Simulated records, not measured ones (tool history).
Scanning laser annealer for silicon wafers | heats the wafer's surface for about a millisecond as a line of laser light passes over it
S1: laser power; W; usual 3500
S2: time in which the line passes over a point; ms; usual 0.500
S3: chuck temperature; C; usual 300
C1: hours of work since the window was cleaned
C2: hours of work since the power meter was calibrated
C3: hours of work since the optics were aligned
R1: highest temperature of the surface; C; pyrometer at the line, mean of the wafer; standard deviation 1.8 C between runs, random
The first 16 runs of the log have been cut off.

| run | day | S1 | S2 | S3 | C1 | C2 | C3 | R1 |
|---|---|---|---|---|---|---|---|---|
| 17 | 16.350 | 3500 | 0.369 | 300 | 378 | 444 | 608 | 939 |
| 18 | 17.862 | 3500 | 0.369 | 300 | 394 | 460 | 624 | 935 |
| 19 | 18.700 | 3130 | 0.369 | 300 | 403 | 469 | 633 | 853 |
| 20 | 19.767 | 3699 | 0.589 | 339 | 414 | 480 | 644 | 1172 |
| 21 | 20.571 | 3699 | 0.589 | 339 | 423 | 489 | 652 | 1166 |
| 22 | 22.083 | 3699 | 0.589 | 260 | 439 | 505 | 668 | 1087 |
| 23 | 23.004 | 3699 | 0.589 | 260 | 448 | 515 | 678 | 1085 |
|  | 23.208 | window over the wafer cleaned |
| 24 | 24.558 | 2990 | 0.481 | 300 | 14 | 530 | 694 | 859 |
| 25 | 25.308 | 3553 | 0.430 | 310 | 22 | 538 | 702 | 969 |
|  | 25.583 | window over the wafer cleaned, once more |
| 26 | 26.104 | 3829 | 0.609 | 317 | 6 | 546 | 709 | 1231 |
| 27 | 27.292 | 3829 | 0.609 | 317 | 18 | 558 | 722 | 1232 |

Estimate the outcome of run 28 from the log above:
| 28 | 28.121 | 3679 | 0.500 | 300 | 27 | 567 | 731 | ? |

R1: 1099 C
The same run, on a tool lacking any hidden state, would have yielded R1 1112 C.

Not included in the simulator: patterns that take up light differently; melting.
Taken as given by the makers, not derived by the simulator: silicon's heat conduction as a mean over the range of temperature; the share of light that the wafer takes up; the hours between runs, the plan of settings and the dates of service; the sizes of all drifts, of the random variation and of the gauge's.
